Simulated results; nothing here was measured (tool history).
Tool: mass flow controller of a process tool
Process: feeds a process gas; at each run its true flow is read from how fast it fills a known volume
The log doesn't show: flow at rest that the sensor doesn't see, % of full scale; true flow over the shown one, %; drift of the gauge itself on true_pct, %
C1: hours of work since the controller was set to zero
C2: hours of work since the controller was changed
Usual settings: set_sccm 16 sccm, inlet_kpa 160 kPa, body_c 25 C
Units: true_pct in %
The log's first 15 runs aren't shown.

{"run": 16, "day": 91.429, "set_sccm": 16, "inlet_kpa": 160, "body_c": 28, "C1": 2870, "C2": 2870, "true_pct": 101.37}
{"run": 17, "day": 99.529, "set_sccm": 18, "inlet_kpa": 160, "body_c": 25, "C1": 2942, "C2": 2942, "true_pct": 101.84}
{"run": 18, "day": 106.929, "set_sccm": 18, "inlet_kpa": 160, "body_c": 25, "C1": 3008, "C2": 3008, "true_pct": 101.97}
{"run": 19, "day": 113.542, "set_sccm": 16, "inlet_kpa": 256, "body_c": 25, "C1": 3066, "C2": 3066, "true_pct": 101.06}
{"run": 20, "day": 118.888, "set_sccm": 16, "inlet_kpa": 160, "body_c": 36, "C1": 3114, "C2": 3114, "true_pct": 101.16}
{"run": 21, "day": 126.017, "set_sccm": 16, "inlet_kpa": 160, "body_c": 36, "C1": 3177, "C2": 3177, "true_pct": 101.07}
{"run": 22, "day": 130.221, "set_sccm": 16, "inlet_kpa": 160, "body_c": 25, "C1": 3214, "C2": 3214, "true_pct": 101.77}
{"run": 23, "day": 138.771, "set_sccm": 4, "inlet_kpa": 160, "body_c": 25, "C1": 3290, "C2": 3290, "true_pct": 98.2}

The next listed run, before its measurement:
{"run": 24, "day": 143.596, "set_sccm": 4, "inlet_kpa": 160, "body_c": 25, "C1": 3332, "C2": 3332, "true_pct": "?"}

true_pct: 98.3 %
Without the tool's hidden state the same run would have given true_pct 97.89 %.
